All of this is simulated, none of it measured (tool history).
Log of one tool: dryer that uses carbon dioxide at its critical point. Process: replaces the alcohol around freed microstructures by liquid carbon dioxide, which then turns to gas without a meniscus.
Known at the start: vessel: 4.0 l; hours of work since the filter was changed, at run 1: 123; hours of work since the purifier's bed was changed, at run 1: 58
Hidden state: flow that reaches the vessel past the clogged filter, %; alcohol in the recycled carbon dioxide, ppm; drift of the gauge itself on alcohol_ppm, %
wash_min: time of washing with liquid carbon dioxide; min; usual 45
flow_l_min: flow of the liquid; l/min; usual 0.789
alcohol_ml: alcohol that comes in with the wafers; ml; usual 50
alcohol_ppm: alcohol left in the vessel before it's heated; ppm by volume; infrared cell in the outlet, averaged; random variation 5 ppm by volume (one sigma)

run	hour	wash_min	flow_l_min	alcohol_ml	hours of work since the filter was changed	hours of work since the purifier's bed was changed	alcohol_ppm
1	0.0	45	0.789	50	123	58	17
2	30.7	44	0.789	50	141	76	20
3	67.2	45	0.789	50	162	97	26
4	87.9	45	0.789	50	174	109	32
# hour 94.5: inlet filter changed
5	125.5	45	0.789	50	18	131	29
6	141.1	45	0.483	50	27	140	110
7	167.3	45	0.483	50	43	155	129
8	192.7	45	0.789	50	58	170	38
9	220.1	45	0.789	50	74	186	38
10	236.8	45	0.789	50	83	196	36
11	262.2	45	0.789	50	98	211	35
12	281.9	45	0.595	50	110	223	80
13	318.9	45	0.789	50	132	244	41
14	335.7	45	0.789	50	141	254	50
15	354.1	45	0.789	50	152	265	51
16	385.3	45	0.789	50	171	283	43
# hour 398.0: inlet filter changed
17	401.5	45	0.789	50	2	292	62
18	427.9	45	0.789	50	18	308	48
19	454.2	45	0.789	50	33	323	55
20	477.2	45	0.789	50	46	337	53
21	493.8	45	0.789	34	56	346	60
22	521.7	27	0.957	34	73	363	81
23	553.6	32	0.964	30	91	381	67
24	572.3	32	0.551	21	102	392	166
25	601.9	32	0.551	21	120	410	167
26	617.3	32	0.551	21	129	419	170
27	637.0	62	0.495	50	140	430	89
28	657.2	41	0.541	33	152	442	145
29	675.6	45	1.038	26	163	453	75
# hour 702.6: inlet filter changed
30	707.2	27	1.038	27	3	471	81
31	741.2	38	0.573	42	23	491	135
32	773.4	38	0.573	33	42	510	141
33	807.3	72	0.829	47	61	530	89

Forecast each of these 4 alternatives for the next run:
A	844.3	45	0.769	50	83	551	?
B	844.3	72	1.135	22	83	551	?
C	844.3	42	1.282	46	83	551	?
D	844.3	50	0.713	51	83	551	?

run	alcohol_ppm
A	90
B	88
C	83
D	86
Without the tool's hidden state the same runs would have given:
run	alcohol_ppm
A	8
B	6
C	0
D	6

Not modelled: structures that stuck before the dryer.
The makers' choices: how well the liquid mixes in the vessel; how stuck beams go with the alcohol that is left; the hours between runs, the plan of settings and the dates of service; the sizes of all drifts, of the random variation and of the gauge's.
